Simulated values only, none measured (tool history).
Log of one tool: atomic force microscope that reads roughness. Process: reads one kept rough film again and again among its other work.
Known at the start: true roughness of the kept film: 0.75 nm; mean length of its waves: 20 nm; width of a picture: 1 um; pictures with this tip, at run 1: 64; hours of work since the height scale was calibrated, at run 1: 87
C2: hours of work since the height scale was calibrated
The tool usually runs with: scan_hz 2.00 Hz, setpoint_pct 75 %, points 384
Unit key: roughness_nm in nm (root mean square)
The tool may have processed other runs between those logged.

Run 1, day 0.000: usual settings; pictures with this tip 64; C2 87. Result: roughness_nm 0.600 nm (root mean square).
Run 2, day 0.396: usual settings; pictures with this tip 75; C2 91. Result: roughness_nm 0.600 nm (root mean square).
Run 3, day 0.696: usual settings but points 607; pictures with this tip 83; C2 94. Result: roughness_nm 0.601 nm (root mean square).
Run 4, day 1.225: usual settings but scan_hz 0.89 Hz, points 607; pictures with this tip 97; C2 99. Result: roughness_nm 0.662 nm (root mean square).
Run 5, day 1.588: usual settings but scan_hz 0.89 Hz, points 607; pictures with this tip 107; C2 103. Result: roughness_nm 0.653 nm (root mean square).
Run 6, day 1.879: usual settings but scan_hz 0.89 Hz, points 607; pictures with this tip 114; C2 106. Result: roughness_nm 0.646 nm (root mean square).
Run 7, day 2.392: usual settings but scan_hz 0.89 Hz, points 607; pictures with this tip 128; C2 111. Result: roughness_nm 0.657 nm (root mean square).
Run 8, day 2.712: usual settings but scan_hz 1.04 Hz; pictures with this tip 137; C2 114. Result: roughness_nm 0.626 nm (root mean square).
Run 9, day 3.192: usual settings but scan_hz 1.04 Hz; pictures with this tip 150; C2 119. Result: roughness_nm 0.635 nm (root mean square).
Run 10, day 3.658: usual settings; pictures with this tip 162; C2 124. Result: roughness_nm 0.586 nm (root mean square).
Run 11, day 4.046: usual settings; pictures with this tip 172; C2 128. Result: roughness_nm 0.596 nm (root mean square).
Run 12, day 4.504: usual settings but scan_hz 0.99 Hz; pictures with this tip 185; C2 132. Result: roughness_nm 0.636 nm (root mean square).
Run 13, day 5.000: usual settings; pictures with this tip 198; C2 137. Result: roughness_nm 0.591 nm (root mean square).
Run 14, day 5.288: usual settings; pictures with this tip 206; C2 140. Result: roughness_nm 0.574 nm (root mean square).
Run 15, day 5.554: usual settings but scan_hz 1.00 Hz; pictures with this tip 213; C2 143. Result: roughness_nm 0.624 nm (root mean square).
Run 16, day 5.946: usual settings but points 519; pictures with this tip 223; C2 147. Result: roughness_nm 0.589 nm (root mean square).
Run 17, day 6.292: usual settings but points 519; pictures with this tip 233; C2 150. Result: roughness_nm 0.589 nm (root mean square).
Run 18, day 6.629: usual settings but points 519; pictures with this tip 242; C2 154. Result: roughness_nm 0.577 nm (root mean square).
Run 19, day 7.017: usual settings but points 519; pictures with this tip 252; C2 158. Result: roughness_nm 0.583 nm (root mean square).
Run 20, day 7.512: usual settings but points 519; pictures with this tip 265; C2 163. Result: roughness_nm 0.580 nm (root mean square).
Run 21, day 7.775: usual settings but points 519; pictures with this tip 272; C2 165. Result: roughness_nm 0.580 nm (root mean square).
Run 22, day 8.217: usual settings but points 519; pictures with this tip 284; C2 170. Result: roughness_nm 0.584 nm (root mean square).
Run 23, day 8.492: usual settings but points 519; pictures with this tip 291; C2 173. Result: roughness_nm 0.580 nm (root mean square).
Run 24, day 8.712: usual settings but points 519; pictures with this tip 297; C2 175. Result: roughness_nm 0.574 nm (root mean square).
Run 25, day 9.008: usual settings but points 519; pictures with this tip 305; C2 178. Result: roughness_nm 0.577 nm (root mean square).
Run 26, day 9.388: usual settings but scan_hz 0.55 Hz, setpoint_pct 77 %, points 466; pictures with this tip 315; C2 182. Result: roughness_nm 0.635 nm (root mean square).
Run 27, day 9.858: usual settings but scan_hz 3.50 Hz, setpoint_pct 70 %, points 299; pictures with this tip 328; C2 186. Result: roughness_nm 0.537 nm (root mean square).
Run 28, day 10.200: usual settings but scan_hz 1.18 Hz, setpoint_pct 67 %, points 299; pictures with this tip 337; C2 190. Result: roughness_nm 0.622 nm (root mean square).
Run 29, day 10.712: usual settings but scan_hz 1.41 Hz; pictures with this tip 351; C2 195. Result: roughness_nm 0.587 nm (root mean square).
At day 11.021: new tip fitted.
Run 30, day 11.196: usual settings but scan_hz 1.41 Hz, points 644; pictures with this tip 4; C2 200. Result: roughness_nm 0.639 nm (root mean square).
Run 31, day 11.654: usual settings but scan_hz 1.41 Hz, points 644; pictures with this tip 17; C2 204. Result: roughness_nm 0.633 nm (root mean square).
Run 32, day 12.021: usual settings but scan_hz 1.41 Hz, points 644; pictures with this tip 26; C2 208. Result: roughness_nm 0.635 nm (root mean square).
Run 33, day 12.433: usual settings but scan_hz 1.41 Hz, points 644; pictures with this tip 37; C2 212. Result: roughness_nm 0.638 nm (root mean square).
Run 34, day 12.954: usual settings but scan_hz 1.41 Hz, points 644; pictures with this tip 51; C2 217. Result: roughness_nm 0.627 nm (root mean square).
Run 35, day 13.488: usual settings but scan_hz 1.41 Hz, points 644; pictures with this tip 66; C2 223. Result: roughness_nm 0.629 nm (root mean square).
Run 36, day 13.779: usual settings but scan_hz 1.55 Hz, setpoint_pct 83 %, points 301; pictures with this tip 73; C2 226. Result: roughness_nm 0.581 nm (root mean square).
Run 37, day 14.154: usual settings but scan_hz 2.45 Hz; pictures with this tip 83; C2 230. Result: roughness_nm 0.585 nm (root mean square).
Run 38, day 14.662: usual settings but scan_hz 1.79 Hz, setpoint_pct 80 %, points 262; pictures with this tip 97; C2 235. Result: roughness_nm 0.564 nm (root mean square).
Run 39, day 14.917: usual settings but scan_hz 0.64 Hz, setpoint_pct 60 %, points 383; pictures with this tip 104; C2 237. Result: roughness_nm 0.692 nm (root mean square).
Run 40, day 15.296: usual settings but scan_hz 0.64 Hz, setpoint_pct 60 %, points 383; pictures with this tip 114; C2 241. Result: roughness_nm 0.679 nm (root mean square).
Run 41, day 15.512: usual settings but scan_hz 0.93 Hz, setpoint_pct 79 %; pictures with this tip 120; C2 243. Result: roughness_nm 0.630 nm (root mean square).
Run 42, day 15.800: usual settings but scan_hz 2.90 Hz, setpoint_pct 79 %, points 295; pictures with this tip 128; C2 246. Result: roughness_nm 0.529 nm (root mean square).
Run 43, day 16.238: usual settings but scan_hz 2.39 Hz, setpoint_pct 79 %, points 793; pictures with this tip 139; C2 251. Result: roughness_nm 0.572 nm (root mean square).
Run 44, day 16.567: usual settings but scan_hz 0.72 Hz, setpoint_pct 72 %, points 351; pictures with this tip 148; C2 254. Result: roughness_nm 0.657 nm (root mean square).
Run 45, day 16.950: usual settings but scan_hz 1.23 Hz, setpoint_pct 81 %, points 951; pictures with this tip 158; C2 258. Result: roughness_nm 0.617 nm (root mean square).

Each row is a separate what-if for the run after 45, all from the same tool condition, not one after another. Results?
Run A, day 17.300: usual settings but scan_hz 2.13 Hz, setpoint_pct 80 %, points 361; pictures with this tip 168; C2 261. Result: roughness_nm ?.
Run B, day 17.300: usual settings but scan_hz 3.09 Hz, setpoint_pct 81 %, points 951; pictures with this tip 168; C2 261. Result: roughness_nm ?.
Run C, day 17.300: usual settings but scan_hz 2.96 Hz, setpoint_pct 81 %, points 951; pictures with this tip 168; C2 261. Result: roughness_nm ?.
Run D, day 17.300: usual settings but scan_hz 0.84 Hz, setpoint_pct 57 %, points 584; pictures with this tip 168; C2 261. Result: roughness_nm ?.
Run E, day 17.300: usual settings but scan_hz 1.23 Hz, setpoint_pct 60 %, points 951; pictures with this tip 168; C2 261. Result: roughness_nm ?.

run  roughness_nm
  A         0.558
  B         0.518
  C         0.519
  D         0.682
  E         0.668
With no hidden state in the tool, these same runs would have given:
run  roughness_nm
  A         0.579
  B         0.537
  C         0.539
  D         0.708
  E         0.693
